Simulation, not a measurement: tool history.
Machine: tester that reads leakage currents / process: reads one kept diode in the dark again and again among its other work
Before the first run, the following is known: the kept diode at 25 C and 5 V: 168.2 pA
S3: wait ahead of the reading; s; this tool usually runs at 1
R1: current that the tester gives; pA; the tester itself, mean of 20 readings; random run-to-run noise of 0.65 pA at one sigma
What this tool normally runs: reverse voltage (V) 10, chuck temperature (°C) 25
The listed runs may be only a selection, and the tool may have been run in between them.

{"run": 1, "day": 0.0, "reverse voltage (V)": 10, "chuck temperature (°C)": 25, "S3": 1, "R1": 230.05}
{"run": 2, "day": 5.775, "reverse voltage (V)": 10, "chuck temperature (°C)": 25, "S3": 1, "R1": 234.01}
{"run": 3, "day": 12.075, "reverse voltage (V)": 10, "chuck temperature (°C)": 25, "S3": 1, "R1": 238.99}
{"run": 4, "day": 17.254, "reverse voltage (V)": 10, "chuck temperature (°C)": 25, "S3": 1.98, "R1": 239.83}
{"run": 5, "day": 20.312, "reverse voltage (V)": 10, "chuck temperature (°C)": 25, "S3": 0.94, "R1": 241.09}
{"run": 6, "day": 25.733, "reverse voltage (V)": 10, "chuck temperature (°C)": 25, "S3": 1, "R1": 244.02}
{"run": 7, "day": 31.304, "reverse voltage (V)": 10, "chuck temperature (°C)": 25, "S3": 1, "R1": 247.74}
{"run": 8, "day": 34.475, "reverse voltage (V)": 10, "chuck temperature (°C)": 25, "S3": 1.88, "R1": 250.27}
{"run": 9, "day": 39.429, "reverse voltage (V)": 10, "chuck temperature (°C)": 25, "S3": 1.88, "R1": 252.92}
{"run": 10, "day": 45.379, "reverse voltage (V)": 10, "chuck temperature (°C)": 25, "S3": 1, "R1": 266.25}
{"run": 11, "day": 50.592, "reverse voltage (V)": 10, "chuck temperature (°C)": 25, "S3": 1, "R1": 268.98}
{"run": 12, "day": 56.562, "reverse voltage (V)": 10, "chuck temperature (°C)": 25, "S3": 1, "R1": 272.99}
{"run": 13, "day": 59.779, "reverse voltage (V)": 10, "chuck temperature (°C)": 25, "S3": 0.52, "R1": 275.64}
{"run": 14, "day": 66.1, "reverse voltage (V)": 10, "chuck temperature (°C)": 25, "S3": 1, "R1": 226.16}
{"run": 15, "day": 72.354, "reverse voltage (V)": 10, "chuck temperature (°C)": 25, "S3": 6.95, "R1": 218.29}
{"run": 16, "day": 75.579, "reverse voltage (V)": 13.7, "chuck temperature (°C)": 25, "S3": 1, "R1": 247.18}
{"run": 17, "day": 82.579, "reverse voltage (V)": 10, "chuck temperature (°C)": 25, "S3": 1, "R1": 224.43}
{"run": 18, "day": 87.204, "reverse voltage (V)": 7.3, "chuck temperature (°C)": 25, "S3": 1, "R1": 201.79}
{"run": 19, "day": 91.779, "reverse voltage (V)": 7.3, "chuck temperature (°C)": 25, "S3": 1, "R1": 204.47}
{"run": 20, "day": 94.7, "reverse voltage (V)": 7.3, "chuck temperature (°C)": 25, "S3": 1, "R1": 205.78}
{"run": 21, "day": 99.312, "reverse voltage (V)": 8, "chuck temperature (°C)": 25, "S3": 5.36, "R1": 214.22}
{"run": 22, "day": 103.079, "reverse voltage (V)": 14.7, "chuck temperature (°C)": 49, "S3": 0.84, "R1": 2308.14}
{"run": 23, "day": 107.033, "reverse voltage (V)": 15.3, "chuck temperature (°C)": 49, "S3": 0.84, "R1": 2374.79}
{"run": 24, "day": 111.508, "reverse voltage (V)": 2.6, "chuck temperature (°C)": 25, "S3": 1, "R1": 147.27}
{"run": 25, "day": 115.0, "reverse voltage (V)": 2.6, "chuck temperature (°C)": 25, "S3": 1, "R1": 147.29}
{"run": 26, "day": 121.812, "reverse voltage (V)": 2.6, "chuck temperature (°C)": 25, "S3": 1, "R1": 149.52}
{"run": 27, "day": 126.3, "reverse voltage (V)": 2.6, "chuck temperature (°C)": 25, "S3": 1, "R1": 132.65}
{"run": 28, "day": 129.262, "reverse voltage (V)": 2.6, "chuck temperature (°C)": 25, "S3": 1, "R1": 133.86}
{"run": 29, "day": 132.642, "reverse voltage (V)": 2.1, "chuck temperature (°C)": 24, "S3": 3.47, "R1": 111.8}
{"run": 30, "day": 136.983, "reverse voltage (V)": 1.8, "chuck temperature (°C)": 50, "S3": 1.88, "R1": 1113.55}
{"run": 31, "day": 142.679, "reverse voltage (V)": 10, "chuck temperature (°C)": 27, "S3": 6.45, "R1": 273.54}
{"run": 32, "day": 145.525, "reverse voltage (V)": 10, "chuck temperature (°C)": 28, "S3": 1, "R1": 303.29}
{"run": 33, "day": 152.325, "reverse voltage (V)": 13.6, "chuck temperature (°C)": 33, "S3": 0.91, "R1": 548.67}
{"run": 34, "day": 157.896, "reverse voltage (V)": 1.2, "chuck temperature (°C)": 33, "S3": 0.33, "R1": 226.59}
{"run": 35, "day": 164.725, "reverse voltage (V)": 10, "chuck temperature (°C)": 27, "S3": 0.66, "R1": 288.19}
{"run": 36, "day": 167.862, "reverse voltage (V)": 19.5, "chuck temperature (°C)": 27, "S3": 6.57, "R1": 374.51}
{"run": 37, "day": 173.204, "reverse voltage (V)": 19.5, "chuck temperature (°C)": 27, "S3": 6.57, "R1": 378.07}
{"run": 38, "day": 176.75, "reverse voltage (V)": 9.3, "chuck temperature (°C)": 34, "S3": 6.57, "R1": 544.5}
{"run": 39, "day": 180.608, "reverse voltage (V)": 4.2, "chuck temperature (°C)": 27, "S3": 5.14, "R1": 215.67}

Missing from the log above: 4 entries noted between runs. For each, name the pair of listed runs it sits between and say how the tool's hidden condition differs from the listed run just before to the listed run just after:
Run 9 -> run 10: chuck's temperature calibrated (day 43.417)
  stray current of the dirty probe card, pA a volt: 0.799 -> 0.844; current scale over the true one, %: -0.66 -> -0.7; true chuck temperature over the reading, C: 1.36 -> 1.87
  measured minus no-state result, R1: +36.6 -> +49.41 pA
Run 13 -> run 14: chuck's temperature calibrated, once more (day 62.838)
  stray current of the dirty probe card, pA a volt: 0.95 -> 0.996; current scale over the true one, %: -0.83 -> -0.88; true chuck temperature over the reading, C: 2.19 -> 0.05
  measured minus no-state result, R1: +58.14 -> +8.78 pA
Run 14 -> run 15: probe card cleaned and baked (day 67.392)
  stray current of the dirty probe card, pA a volt: 0.996 -> 0.058; current scale over the true one, %: -0.88 -> -0.93; true chuck temperature over the reading, C: 0.05 -> 0.19
  measured minus no-state result, R1: +8.78 -> +2.28 pA
Run 26 -> run 27: chuck's temperature calibrated (day 125.175)
  stray current of the dirty probe card, pA a volt: 0.424 -> 0.46; current scale over the true one, %: -1.32 -> -1.36; true chuck temperature over the reading, C: 1.31 -> -0.01
  measured minus no-state result, R1: +16.95 -> -0.78 pA

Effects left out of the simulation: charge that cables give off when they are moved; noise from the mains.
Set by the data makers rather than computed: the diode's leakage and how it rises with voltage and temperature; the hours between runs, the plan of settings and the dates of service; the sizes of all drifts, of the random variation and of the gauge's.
